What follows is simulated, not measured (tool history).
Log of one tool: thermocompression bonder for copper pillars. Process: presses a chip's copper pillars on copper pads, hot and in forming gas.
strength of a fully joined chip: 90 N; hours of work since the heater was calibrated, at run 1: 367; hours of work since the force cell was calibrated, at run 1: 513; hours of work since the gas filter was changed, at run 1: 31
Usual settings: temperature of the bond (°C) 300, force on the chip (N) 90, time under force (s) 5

| run | day | temperature of the bond (°C) | force on the chip (N) | time under force (s) | hours of work since the heater was calibrated | hours of work since the force cell was calibrated | hours of work since the gas filter was changed | force that shears a chip off (N) |
|---|---|---|---|---|---|---|---|---|
| 1 | 0 | 300 | 90 | 5 | 367 | 513 | 31 | 64.5 |
| 2 | 1.121 | 300 | 119 | 5 | 384 | 530 | 48 | 70.9 |
| 3 | 2.054 | 300 | 90 | 5 | 399 | 545 | 63 | 63.5 |
| 4 | 2.85 | 300 | 90 | 5 | 411 | 557 | 75 | 61.7 |
| 5 | 3.517 | 300 | 90 | 5 | 421 | 567 | 86 | 61.6 |
| 6 | 4.133 | 300 | 90 | 5 | 431 | 577 | 95 | 61 |
| 7 | 4.817 | 300 | 90 | 5 | 442 | 588 | 106 | 60.7 |
| 8 | 5.533 | 327 | 108 | 5 | 453 | 599 | 117 | 73.2 |
| 9 | 6.121 | 327 | 108 | 5 | 462 | 608 | 126 | 72.7 |
| 10 | 6.617 | 327 | 64 | 5 | 470 | 616 | 134 | 60.5 |

Expected results for the next run?
| 11 | 7.717 | 327 | 64 | 5 | 487 | 633 | 151 | ? |

{"run 11": {"force that shears a chip off (N)": 60.3}}
With no hidden state in the tool, this same run would have given force that shears a chip off (N) 66.5.
